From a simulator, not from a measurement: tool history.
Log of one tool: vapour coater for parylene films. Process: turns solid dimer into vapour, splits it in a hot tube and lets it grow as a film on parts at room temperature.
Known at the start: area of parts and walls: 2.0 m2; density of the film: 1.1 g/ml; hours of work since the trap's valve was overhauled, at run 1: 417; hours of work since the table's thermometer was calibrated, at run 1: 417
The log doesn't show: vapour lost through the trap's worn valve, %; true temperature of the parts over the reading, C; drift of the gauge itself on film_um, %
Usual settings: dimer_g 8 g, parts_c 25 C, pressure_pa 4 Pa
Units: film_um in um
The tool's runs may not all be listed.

| run | hour | dimer_g | parts_c | pressure_pa | hours of work since the trap's valve was overhauled | hours of work since the table's thermometer was calibrated | film_um |
|---|---|---|---|---|---|---|---|
| 1 | 0 | 8 | 25 | 4 | 417 | 417 | 1.852 |
|  | 9.8 | trap's valve overhauled |
| 2 | 45.4 | 8 | 25 | 4 | 30 | 452 | 1.778 |
| 3 | 128.7 | 8 | 25 | 4 | 100 | 522 | 1.735 |
| 4 | 172.4 | 8 | 25 | 4 | 137 | 559 | 1.728 |
| 5 | 212.1 | 8 | 25 | 4 | 170 | 592 | 1.716 |
|  | 238.8 | trap's valve overhauled, once more |
| 6 | 285.9 | 8 | 21 | 4 | 40 | 651 | 2.22 |
| 7 | 335 | 8 | 21 | 4.06 | 81 | 692 | 2.183 |
| 8 | 399.7 | 8 | 21 | 4.06 | 135 | 747 | 2.169 |
| 9 | 465.1 | 3 | 31 | 4 | 190 | 802 | 0.629 |

Forecast run 10:
| 10 | 507.4 | 8 | 25 | 9.2 | 226 | 837 | ? |

{"run 10": {"film_um": 1.689}}
Without the tool's hidden state the same run would have given film_um 1.751 um.
